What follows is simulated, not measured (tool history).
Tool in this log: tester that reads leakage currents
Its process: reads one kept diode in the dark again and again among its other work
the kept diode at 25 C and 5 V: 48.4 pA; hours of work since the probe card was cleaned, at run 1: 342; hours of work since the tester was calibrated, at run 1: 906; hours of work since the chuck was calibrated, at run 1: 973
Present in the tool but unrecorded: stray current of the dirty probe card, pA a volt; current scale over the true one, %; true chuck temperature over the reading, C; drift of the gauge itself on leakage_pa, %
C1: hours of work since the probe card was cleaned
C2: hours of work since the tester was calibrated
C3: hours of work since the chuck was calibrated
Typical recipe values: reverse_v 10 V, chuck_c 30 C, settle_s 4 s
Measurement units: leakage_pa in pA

{"run": 1, "hour": 0.0, "reverse_v": 10, "chuck_c": 30, "settle_s": 4, "C1": 342, "C2": 906, "C3": 973, "leakage_pa": 91.06}
{"run": 2, "hour": 22.9, "reverse_v": 10, "chuck_c": 30, "settle_s": 0.83, "C1": 353, "C2": 917, "C3": 984, "leakage_pa": 94.78}
{"run": 3, "hour": 53.5, "reverse_v": 10, "chuck_c": 30, "settle_s": 0.83, "C1": 368, "C2": 932, "C3": 999, "leakage_pa": 94.64}
{"run": 4, "hour": 72.3, "reverse_v": 10, "chuck_c": 30, "settle_s": 4, "C1": 377, "C2": 941, "C3": 1008, "leakage_pa": 91.19}
{"run": 5, "hour": 87.2, "reverse_v": 10, "chuck_c": 30, "settle_s": 4, "C1": 385, "C2": 948, "C3": 1016, "leakage_pa": 90.62}
{"run": 6, "hour": 111.6, "reverse_v": 10, "chuck_c": 30, "settle_s": 4, "C1": 397, "C2": 960, "C3": 1028, "leakage_pa": 91.55}
{"run": 7, "hour": 125.9, "reverse_v": 10, "chuck_c": 30, "settle_s": 4, "C1": 404, "C2": 967, "C3": 1035, "leakage_pa": 91.32}
{"run": 8, "hour": 153.6, "reverse_v": 10, "chuck_c": 30, "settle_s": 4, "C1": 417, "C2": 981, "C3": 1048, "leakage_pa": 91.17}
{"run": 9, "hour": 176.6, "reverse_v": 10, "chuck_c": 30, "settle_s": 4, "C1": 428, "C2": 992, "C3": 1059, "leakage_pa": 91.05}
{"run": 10, "hour": 190.4, "reverse_v": 10, "chuck_c": 30, "settle_s": 0.74, "C1": 435, "C2": 999, "C3": 1066, "leakage_pa": 95.13}
{"run": 11, "hour": 220.6, "reverse_v": 10, "chuck_c": 30, "settle_s": 4, "C1": 450, "C2": 1014, "C3": 1081, "leakage_pa": 91.36}
{"run": 12, "hour": 239.7, "reverse_v": 10, "chuck_c": 30, "settle_s": 4, "C1": 459, "C2": 1023, "C3": 1090, "leakage_pa": 91.7}
{"run": 13, "hour": 267.7, "reverse_v": 10, "chuck_c": 30, "settle_s": 4, "C1": 473, "C2": 1037, "C3": 1104, "leakage_pa": 91.41}
{"run": 14, "hour": 293.6, "reverse_v": 10, "chuck_c": 30, "settle_s": 2.61, "C1": 486, "C2": 1049, "C3": 1117, "leakage_pa": 91.25}
{"run": 15, "hour": 322.5, "reverse_v": 10, "chuck_c": 38, "settle_s": 4, "C1": 500, "C2": 1063, "C3": 1131, "leakage_pa": 172.83}
{"run": 16, "hour": 350.0, "reverse_v": 10, "chuck_c": 30, "settle_s": 4, "C1": 513, "C2": 1077, "C3": 1144, "leakage_pa": 91.12}
{"run": 17, "hour": 371.4, "reverse_v": 10, "chuck_c": 30, "settle_s": 4, "C1": 524, "C2": 1087, "C3": 1155, "leakage_pa": 91.74}
{"run": 18, "hour": 386.2, "reverse_v": 4.3, "chuck_c": 30, "settle_s": 4, "C1": 531, "C2": 1095, "C3": 1162, "leakage_pa": 65.37}
{"run": 19, "hour": 401.8, "reverse_v": 10, "chuck_c": 30, "settle_s": 4, "C1": 539, "C2": 1102, "C3": 1170, "leakage_pa": 91.35}
{"run": 20, "hour": 430.4, "reverse_v": 10, "chuck_c": 30, "settle_s": 4, "C1": 553, "C2": 1116, "C3": 1184, "leakage_pa": 91.05}
{"run": 21, "hour": 453.6, "reverse_v": 6.8, "chuck_c": 36, "settle_s": 4, "C1": 564, "C2": 1128, "C3": 1195, "leakage_pa": 126.84}
{"run": 22, "hour": 474.7, "reverse_v": 6.8, "chuck_c": 36, "settle_s": 4, "C1": 574, "C2": 1138, "C3": 1205, "leakage_pa": 126.82}
{"run": 23, "hour": 495.1, "reverse_v": 10, "chuck_c": 30, "settle_s": 2.93, "C1": 584, "C2": 1148, "C3": 1215, "leakage_pa": 91}
{"run": 24, "hour": 516.7, "reverse_v": 1.9, "chuck_c": 55, "settle_s": 4, "C1": 595, "C2": 1159, "C3": 1226, "leakage_pa": 336.19}
{"run": 25, "hour": 538.1, "reverse_v": 1.9, "chuck_c": 55, "settle_s": 4, "C1": 605, "C2": 1169, "C3": 1237, "leakage_pa": 336.48}
{"run": 26, "hour": 565.0, "reverse_v": 1.9, "chuck_c": 55, "settle_s": 4, "C1": 619, "C2": 1182, "C3": 1250, "leakage_pa": 334.76}
{"run": 27, "hour": 582.5, "reverse_v": 7.7, "chuck_c": 55, "settle_s": 4, "C1": 627, "C2": 1191, "C3": 1258, "leakage_pa": 562.45}
{"run": 28, "hour": 608.8, "reverse_v": 1.2, "chuck_c": 55, "settle_s": 1.67, "C1": 640, "C2": 1204, "C3": 1271, "leakage_pa": 283.6}
{"run": 29, "hour": 627.3, "reverse_v": 10, "chuck_c": 35, "settle_s": 0.45, "C1": 649, "C2": 1213, "C3": 1280, "leakage_pa": 142.52}
{"run": 30, "hour": 649.4, "reverse_v": 10, "chuck_c": 35, "settle_s": 0.45, "C1": 660, "C2": 1224, "C3": 1291, "leakage_pa": 142.78}
{"run": 31, "hour": 681.4, "reverse_v": 13.7, "chuck_c": 41, "settle_s": 0.55, "C1": 676, "C2": 1239, "C3": 1307, "leakage_pa": 249.9}
{"run": 32, "hour": 697.5, "reverse_v": 10, "chuck_c": 30, "settle_s": 0.5, "C1": 683, "C2": 1247, "C3": 1315, "leakage_pa": 96.37}
{"run": 33, "hour": 713.9, "reverse_v": 10, "chuck_c": 30, "settle_s": 8.58, "C1": 691, "C2": 1255, "C3": 1323, "leakage_pa": 89.92}
{"run": 34, "hour": 742.1, "reverse_v": 10, "chuck_c": 30, "settle_s": 8.58, "C1": 705, "C2": 1269, "C3": 1336, "leakage_pa": 90.04}
{"run": 35, "hour": 766.7, "reverse_v": 6.6, "chuck_c": 41, "settle_s": 8.58, "C1": 717, "C2": 1281, "C3": 1348, "leakage_pa": 183.25}
{"run": 36, "hour": 792.1, "reverse_v": 1.1, "chuck_c": 41, "settle_s": 0.31, "C1": 730, "C2": 1293, "C3": 1361, "leakage_pa": 95.82}
{"run": 37, "hour": 818.9, "reverse_v": 1.1, "chuck_c": 41, "settle_s": 0.31, "C1": 743, "C2": 1307, "C3": 1374, "leakage_pa": 95.8}
{"run": 38, "hour": 843.0, "reverse_v": 2.2, "chuck_c": 23, "settle_s": 0.35, "C1": 755, "C2": 1318, "C3": 1386, "leakage_pa": 29.97}
{"run": 39, "hour": 871.1, "reverse_v": 14.8, "chuck_c": 42, "settle_s": 4, "C1": 768, "C2": 1332, "C3": 1400, "leakage_pa": 267.78}
{"run": 40, "hour": 888.0, "reverse_v": 14.8, "chuck_c": 28, "settle_s": 4, "C1": 777, "C2": 1340, "C3": 1408, "leakage_pa": 91.37}

Measured result minus the same run's result without the hidden state. Both carry the same run-to-run variation, though not necessarily the same gauge scatter:
run=1 leakage_pa=-5.35
run=2 leakage_pa=-5.42
run=3 leakage_pa=-5.44
run=4 leakage_pa=-5.41
run=5 leakage_pa=-5.39
run=6 leakage_pa=-5.47
run=7 leakage_pa=-5.47
run=8 leakage_pa=-5.49
run=9 leakage_pa=-5.5
run=10 leakage_pa=-5.57
run=11 leakage_pa=-5.55
run=12 leakage_pa=-5.57
run=13 leakage_pa=-5.57
run=14 leakage_pa=-5.57
run=15 leakage_pa=-13.62
run=16 leakage_pa=-5.62
run=17 leakage_pa=-5.66
run=18 leakage_pa=-5.39
run=19 leakage_pa=-5.67
run=20 leakage_pa=-5.68
run=21 leakage_pa=-10.92
run=22 leakage_pa=-11
run=23 leakage_pa=-5.71
run=24 leakage_pa=-33.87
run=25 leakage_pa=-34.23
run=26 leakage_pa=-34.53
run=27 leakage_pa=-56.03
run=28 leakage_pa=-30.02
run=29 leakage_pa=-11.05
run=30 leakage_pa=-11.13
run=31 leakage_pa=-21.46
run=32 leakage_pa=-5.91
run=33 leakage_pa=-5.84
run=34 leakage_pa=-5.87
run=35 leakage_pa=-18.96
run=36 leakage_pa=-11.35
run=37 leakage_pa=-11.46
run=38 leakage_pa=-2.61
run=39 leakage_pa=-25.07
run=40 leakage_pa=-2.95
